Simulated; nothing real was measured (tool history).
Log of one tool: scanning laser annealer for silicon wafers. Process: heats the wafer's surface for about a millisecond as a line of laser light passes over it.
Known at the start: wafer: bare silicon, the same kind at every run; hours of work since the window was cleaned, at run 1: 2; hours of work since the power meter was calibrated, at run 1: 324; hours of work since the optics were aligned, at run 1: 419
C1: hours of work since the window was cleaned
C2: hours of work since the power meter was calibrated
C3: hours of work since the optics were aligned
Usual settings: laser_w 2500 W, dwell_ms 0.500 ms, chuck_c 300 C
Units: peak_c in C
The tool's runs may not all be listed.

{"run": 1, "hour": 0.0, "laser_w": 2500, "dwell_ms": 0.5, "chuck_c": 300, "C1": 2, "C2": 324, "C3": 419, "peak_c": 1104}
{"run": 2, "hour": 8.5, "laser_w": 2500, "dwell_ms": 0.5, "chuck_c": 300, "C1": 7, "C2": 329, "C3": 424, "peak_c": 1104}
{"run": 3, "hour": 17.8, "laser_w": 2500, "dwell_ms": 0.5, "chuck_c": 300, "C1": 13, "C2": 334, "C3": 430, "peak_c": 1106}
{"run": 4, "hour": 26.4, "laser_w": 2500, "dwell_ms": 0.5, "chuck_c": 300, "C1": 18, "C2": 340, "C3": 435, "peak_c": 1103}
{"run": 5, "hour": 45.5, "laser_w": 2500, "dwell_ms": 0.5, "chuck_c": 300, "C1": 30, "C2": 351, "C3": 447, "peak_c": 1105}
{"run": 6, "hour": 58.1, "laser_w": 2500, "dwell_ms": 0.433, "chuck_c": 300, "C1": 37, "C2": 359, "C3": 454, "peak_c": 1051}
{"run": 7, "hour": 67.9, "laser_w": 2639, "dwell_ms": 0.5, "chuck_c": 300, "C1": 43, "C2": 365, "C3": 460, "peak_c": 1151}
{"run": 8, "hour": 77.5, "laser_w": 2639, "dwell_ms": 0.5, "chuck_c": 300, "C1": 49, "C2": 371, "C3": 466, "peak_c": 1146}
{"run": 9, "hour": 86.9, "laser_w": 2639, "dwell_ms": 0.5, "chuck_c": 300, "C1": 55, "C2": 376, "C3": 472, "peak_c": 1151}
{"run": 10, "hour": 105.5, "laser_w": 2500, "dwell_ms": 0.511, "chuck_c": 300, "C1": 66, "C2": 388, "C3": 483, "peak_c": 1107}
{"run": 11, "hour": 120.6, "laser_w": 2500, "dwell_ms": 0.5, "chuck_c": 300, "C1": 75, "C2": 397, "C3": 492, "peak_c": 1104}
{"run": 12, "hour": 131.5, "laser_w": 2500, "dwell_ms": 0.5, "chuck_c": 300, "C1": 82, "C2": 403, "C3": 499, "peak_c": 1097}
{"run": 13, "hour": 151.7, "laser_w": 2500, "dwell_ms": 0.5, "chuck_c": 300, "C1": 94, "C2": 416, "C3": 511, "peak_c": 1099}
{"run": 14, "hour": 168.0, "laser_w": 2500, "dwell_ms": 0.5, "chuck_c": 300, "C1": 104, "C2": 425, "C3": 521, "peak_c": 1101}
{"run": 15, "hour": 182.8, "laser_w": 2500, "dwell_ms": 0.5, "chuck_c": 300, "C1": 113, "C2": 434, "C3": 530, "peak_c": 1099}
{"run": 16, "hour": 200.2, "laser_w": 2500, "dwell_ms": 0.5, "chuck_c": 300, "C1": 123, "C2": 445, "C3": 540, "peak_c": 1095}
{"run": 17, "hour": 215.7, "laser_w": 2500, "dwell_ms": 0.46, "chuck_c": 300, "C1": 133, "C2": 454, "C3": 550, "peak_c": 1068}
{"run": 18, "hour": 231.2, "laser_w": 2500, "dwell_ms": 0.404, "chuck_c": 300, "C1": 142, "C2": 464, "C3": 559, "peak_c": 1026}
{"run": 19, "hour": 241.4, "laser_w": 2287, "dwell_ms": 0.5, "chuck_c": 298, "C1": 148, "C2": 470, "C3": 565, "peak_c": 1021}
{"run": 20, "hour": 253.2, "laser_w": 2287, "dwell_ms": 0.5, "chuck_c": 304, "C1": 156, "C2": 477, "C3": 572, "peak_c": 1027}
{"run": 21, "hour": 271.3, "laser_w": 2274, "dwell_ms": 0.484, "chuck_c": 326, "C1": 167, "C2": 488, "C3": 583, "peak_c": 1034}
{"run": 22, "hour": 282.4, "laser_w": 2274, "dwell_ms": 0.417, "chuck_c": 326, "C1": 173, "C2": 495, "C3": 590, "peak_c": 991}
{"run": 23, "hour": 298.6, "laser_w": 2274, "dwell_ms": 0.417, "chuck_c": 326, "C1": 183, "C2": 504, "C3": 600, "peak_c": 988}
{"run": 24, "hour": 309.1, "laser_w": 2500, "dwell_ms": 0.536, "chuck_c": 300, "C1": 189, "C2": 511, "C3": 606, "peak_c": 1117}
{"run": 25, "hour": 327.0, "laser_w": 2500, "dwell_ms": 0.536, "chuck_c": 300, "C1": 200, "C2": 522, "C3": 617, "peak_c": 1115}
{"run": 26, "hour": 344.0, "laser_w": 2500, "dwell_ms": 0.435, "chuck_c": 330, "C1": 211, "C2": 532, "C3": 627, "peak_c": 1074}
{"run": 27, "hour": 355.8, "laser_w": 2500, "dwell_ms": 0.435, "chuck_c": 330, "C1": 218, "C2": 539, "C3": 635, "peak_c": 1072}
{"run": 28, "hour": 371.8, "laser_w": 2447, "dwell_ms": 0.5, "chuck_c": 300, "C1": 227, "C2": 549, "C3": 644, "peak_c": 1068}
{"run": 29, "hour": 380.1, "laser_w": 2594, "dwell_ms": 0.354, "chuck_c": 315, "C1": 232, "C2": 554, "C3": 649, "peak_c": 1019}
{"run": 30, "hour": 397.5, "laser_w": 2478, "dwell_ms": 0.514, "chuck_c": 308, "C1": 243, "C2": 564, "C3": 660, "peak_c": 1097}
{"run": 31, "hour": 411.3, "laser_w": 2132, "dwell_ms": 0.414, "chuck_c": 283, "C1": 251, "C2": 573, "C3": 668, "peak_c": 896}
{"run": 32, "hour": 429.5, "laser_w": 2722, "dwell_ms": 0.385, "chuck_c": 301, "C1": 262, "C2": 584, "C3": 679, "peak_c": 1073}
{"run": 33, "hour": 442.0, "laser_w": 2722, "dwell_ms": 0.385, "chuck_c": 301, "C1": 270, "C2": 591, "C3": 687, "peak_c": 1071}
{"run": 34, "hour": 453.1, "laser_w": 2722, "dwell_ms": 0.385, "chuck_c": 301, "C1": 277, "C2": 598, "C3": 693, "peak_c": 1071}
{"run": 35, "hour": 467.8, "laser_w": 2392, "dwell_ms": 0.616, "chuck_c": 335, "C1": 285, "C2": 607, "C3": 702, "peak_c": 1154}
{"run": 36, "hour": 483.5, "laser_w": 2392, "dwell_ms": 0.431, "chuck_c": 335, "C1": 295, "C2": 616, "C3": 712, "peak_c": 1033}

Hidden state or all else? Some run-to-run changes of peak_c, split into what the settings, what came in and random variation would give without the hidden state, and what is left for the hidden state (with any gauge scatter that isn't in both results):
The hidden state here: light that passes the window, % of a clean one's; laser's true power over the reading, %; width of the line over the set one, %; drift of the gauge itself on peak_c, C.
Run 23 -> 24: laser_w 2274 -> 2500, dwell_ms 0.417 -> 0.536, chuck_c 326 -> 300. peak_c +129 C: hidden state -3, all else +132.
Run 30 -> 31: laser_w 2478 -> 2132, dwell_ms 0.514 -> 0.414, chuck_c 308 -> 283. peak_c -201 C: hidden state +5, all else -206.
Run 31 -> 32: laser_w 2132 -> 2722, dwell_ms 0.414 -> 0.385, chuck_c 283 -> 301. peak_c +177 C: hidden state -6, all else +183.

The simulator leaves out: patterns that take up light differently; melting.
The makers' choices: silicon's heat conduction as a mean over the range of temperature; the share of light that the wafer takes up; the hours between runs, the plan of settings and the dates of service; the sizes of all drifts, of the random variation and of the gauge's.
